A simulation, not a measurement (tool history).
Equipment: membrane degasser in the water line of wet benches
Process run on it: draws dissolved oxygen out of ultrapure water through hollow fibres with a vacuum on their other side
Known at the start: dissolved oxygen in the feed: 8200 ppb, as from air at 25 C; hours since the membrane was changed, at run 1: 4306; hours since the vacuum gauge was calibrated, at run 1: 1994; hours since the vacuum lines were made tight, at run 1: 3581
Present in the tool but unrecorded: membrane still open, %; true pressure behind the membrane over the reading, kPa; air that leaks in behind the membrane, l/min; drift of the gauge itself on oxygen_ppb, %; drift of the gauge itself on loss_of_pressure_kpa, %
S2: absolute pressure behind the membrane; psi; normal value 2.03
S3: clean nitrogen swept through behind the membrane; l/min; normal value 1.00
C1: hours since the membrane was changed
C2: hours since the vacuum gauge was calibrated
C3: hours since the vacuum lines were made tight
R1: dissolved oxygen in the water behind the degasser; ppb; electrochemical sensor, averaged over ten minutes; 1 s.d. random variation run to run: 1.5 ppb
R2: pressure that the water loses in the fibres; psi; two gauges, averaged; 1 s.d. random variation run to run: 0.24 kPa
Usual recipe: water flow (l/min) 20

Run 1, hour 0.0: usual settings; C1 4306; C2 1994; C3 3581. Result: R1 505.3 ppb, R2 9.294 psi.
Run 2, hour 96.8: usual settings; C1 4403; C2 2091; C3 3677. Result: R1 504.5 ppb, R2 9.251 psi.
At hour 221.1: seals of the vacuum lines changed.
Run 3, hour 231.1: usual settings; C1 4535; C2 2223; C3 10. Result: R1 504.7 ppb, R2 9.243 psi.
Run 4, hour 377.5: usual settings; C1 4681; C2 2370; C3 156. Result: R1 505.5 ppb, R2 9.246 psi.
Run 5, hour 516.6: usual settings; C1 4820; C2 2509; C3 296. Result: R1 508.5 ppb, R2 9.264 psi.
Run 6, hour 619.0: usual settings; C1 4923; C2 2611; C3 398. Result: R1 508.1 ppb, R2 9.261 psi.
Run 7, hour 745.4: usual settings; C1 5049; C2 2738; C3 524. Result: R1 510.0 ppb, R2 9.235 psi.
Run 8, hour 871.5: usual settings but S2 1.32 psi; C1 5175; C2 2864; C3 650. Result: R1 309.5 ppb, R2 9.201 psi.
Run 9, hour 1043.3: usual settings but S2 4.02 psi; C1 5347; C2 3036; C3 822. Result: R1 1024.5 ppb, R2 9.237 psi.
Run 10, hour 1219.8: usual settings but S2 4.02 psi; C1 5524; C2 3212; C3 999. Result: R1 1022.5 ppb, R2 9.262 psi.
At hour 1324.2: vacuum gauge calibrated.
Run 11, hour 1412.5: usual settings but S2 4.02 psi; C1 5716; C2 88; C3 1191. Result: R1 1030.0 ppb, R2 9.278 psi.
Run 12, hour 1511.4: usual settings but S3 0.54 l/min; C1 5815; C2 187; C3 1290. Result: R1 805.2 ppb, R2 9.242 psi.
Run 13, hour 1644.8: usual settings but S3 0.54 l/min; C1 5948; C2 321; C3 1423. Result: R1 807.9 ppb, R2 9.251 psi.
Run 14, hour 1724.8: usual settings but S3 0.54 l/min; C1 6028; C2 401; C3 1503. Result: R1 811.1 ppb, R2 9.274 psi.
Run 15, hour 1896.5: usual settings; C1 6200; C2 572; C3 1675. Result: R1 511.1 ppb, R2 9.232 psi.
Run 16, hour 1977.3: usual settings; C1 6281; C2 653; C3 1756. Result: R1 514.1 ppb, R2 9.243 psi.
Run 17, hour 2097.1: usual settings but water flow (l/min) 22, S2 4.41 psi, S3 0.56 l/min; C1 6400; C2 773; C3 1876. Result: R1 1843.7 ppb, R2 10.154 psi.
Run 18, hour 2195.0: usual settings but water flow (l/min) 17, S2 1.33 psi; C1 6498; C2 871; C3 1973. Result: R1 254.9 ppb, R2 7.839 psi.
Run 19, hour 2320.3: usual settings but water flow (l/min) 15, S2 2.73 psi; C1 6624; C2 996; C3 2099. Result: R1 528.6 ppb, R2 6.889 psi.
At hour 2351.2: gauge calibrated.
Run 20, hour 2469.9: usual settings but S2 2.02 psi, S3 2.25 l/min; C1 6773; C2 1146; C3 2248. Result: R1 270.3 ppb, R2 9.278 psi.
Run 21, hour 2611.7: usual settings but water flow (l/min) 14, S2 1.29 psi, S3 0.69 l/min; C1 6915; C2 1287; C3 2390. Result: R1 261.3 ppb, R2 6.472 psi.
Run 22, hour 2697.3: usual settings but S3 0.49 l/min; C1 7001; C2 1373; C3 2476. Result: R1 852.6 ppb, R2 9.287 psi.
Run 23, hour 2870.5: usual settings but water flow (l/min) 31, S2 1.83 psi, S3 0.49 l/min; C1 7174; C2 1546; C3 2649. Result: R1 1151.2 ppb, R2 14.351 psi.
Run 24, hour 2967.4: usual settings but water flow (l/min) 15, S2 1.38 psi, S3 1.40 l/min; C1 7271; C2 1643; C3 2746. Result: R1 171.6 ppb, R2 6.988 psi.
Run 25, hour 3058.5: usual settings but water flow (l/min) 15, S2 2.05 psi, S3 1.13 l/min; C1 7362; C2 1734; C3 2837. Result: R1 341.1 ppb, R2 6.920 psi.
Run 26, hour 3196.0: usual settings but water flow (l/min) 15, S2 2.05 psi, S3 1.53 l/min; C1 7499; C2 1872; C3 2974. Result: R1 263.0 ppb, R2 6.936 psi.
Run 27, hour 3285.8: usual settings but S3 1.22 l/min; C1 7589; C2 1962; C3 3064. Result: R1 436.2 ppb, R2 9.311 psi.
Run 28, hour 3433.0: usual settings but water flow (l/min) 16, S2 4.76 psi, S3 0.54 l/min; C1 7736; C2 2109; C3 3211. Result: R1 1583.9 ppb, R2 7.417 psi.
Run 29, hour 3527.9: usual settings but water flow (l/min) 16, S2 4.76 psi, S3 0.54 l/min; C1 7831; C2 2204; C3 3306. Result: R1 1581.8 ppb, R2 7.394 psi.
Run 30, hour 3704.2: usual settings but water flow (l/min) 26, S2 2.36 psi, S3 0.77 l/min; C1 8008; C2 2380; C3 3483. Result: R1 957.8 ppb, R2 12.047 psi.
Run 31, hour 3844.0: usual settings but water flow (l/min) 26, S2 2.36 psi, S3 0.77 l/min; C1 8147; C2 2520; C3 3622. Result: R1 961.5 ppb, R2 12.060 psi.
Run 32, hour 3985.1: usual settings but water flow (l/min) 26, S2 2.36 psi, S3 0.77 l/min; C1 8288; C2 2661; C3 3764. Result: R1 959.8 ppb, R2 11.998 psi.

Across each entry between runs, compare the hidden state at the last listed run before it with the hidden state at the first listed run after it:
Runs 2 to 3: seals of the vacuum lines changed (hour 221.1)
  air that leaks in behind the membrane, l/min: 0.0022 -> 0.002; drift of the gauge itself on oxygen_ppb, %: 0.09 -> 0.21
  the result without the hidden state subtracted from the measured one, R1: +0.8 -> +1.3 ppb
Runs 10 to 11: vacuum gauge calibrated (hour 1324.2)
  drift of the gauge itself on oxygen_ppb, %: 1.13 -> 1.31
  the result without the hidden state subtracted from the measured one, R1: +11.7 -> +13.5 ppb
Runs 19 to 20: gauge calibrated (hour 2351.2)
  drift of the gauge itself on oxygen_ppb, %: 2.15 -> 0.11
  the result without the hidden state subtracted from the measured one, R1: +11.3 -> +0.6 ppb
